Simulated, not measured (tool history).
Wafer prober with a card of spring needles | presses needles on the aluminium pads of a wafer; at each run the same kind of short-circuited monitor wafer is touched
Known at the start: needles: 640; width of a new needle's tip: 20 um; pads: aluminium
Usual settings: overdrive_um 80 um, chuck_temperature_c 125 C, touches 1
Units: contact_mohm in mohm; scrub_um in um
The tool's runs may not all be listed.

run	hour	overdrive_um	chuck_temperature_c	touches	contact_mohm	scrub_um
1	0.0	80	125	1	197	12.00
2	8.7	80	125	1	199	11.96
# hour 19.0: tips cleaned on abrasive film
3	23.9	80	125	3	200	11.95
# hour 36.7: tips cleaned on abrasive film
4	40.3	80	125	3	198	12.00
# hour 54.7: tips cleaned on abrasive film
5	56.4	80	125	3	202	12.14
6	68.3	80	125	1	201	12.01
# hour 72.8: tips cleaned on abrasive film
7	78.1	80	125	3	199	11.99
# hour 91.4: tips cleaned on abrasive film
8	93.2	80	125	3	199	12.16
9	102.2	80	125	3	199	12.05
# hour 109.2: tips cleaned on abrasive film
10	115.7	69	125	1	202	10.36
11	126.6	94	36	1	184	14.15
# hour 128.2: tips cleaned on abrasive film
12	139.2	90	96	1	196	13.65
# hour 146.0: tips cleaned on abrasive film
13	150.0	97	26	1	179	14.66
# hour 164.2: tips cleaned on abrasive film
14	164.7	73	125	2	203	10.97
15	179.6	73	125	2	204	10.98

Forecast each of these 3 alternatives for the next run:
# hour 182.7: tips cleaned on abrasive film
A	194.7	84	35	1	?	?
# hour 182.7: tips cleaned on abrasive film
B	194.7	77	110	1	?	?
# hour 182.7: tips cleaned on abrasive film
C	194.7	73	63	1	?	?

run	contact_mohm	scrub_um
A	182	12.73
B	199	11.61
C	189	10.90
Without the tool's hidden state the same runs would have given:
run	contact_mohm	scrub_um
A	181	12.75
B	199	11.63
C	188	10.92

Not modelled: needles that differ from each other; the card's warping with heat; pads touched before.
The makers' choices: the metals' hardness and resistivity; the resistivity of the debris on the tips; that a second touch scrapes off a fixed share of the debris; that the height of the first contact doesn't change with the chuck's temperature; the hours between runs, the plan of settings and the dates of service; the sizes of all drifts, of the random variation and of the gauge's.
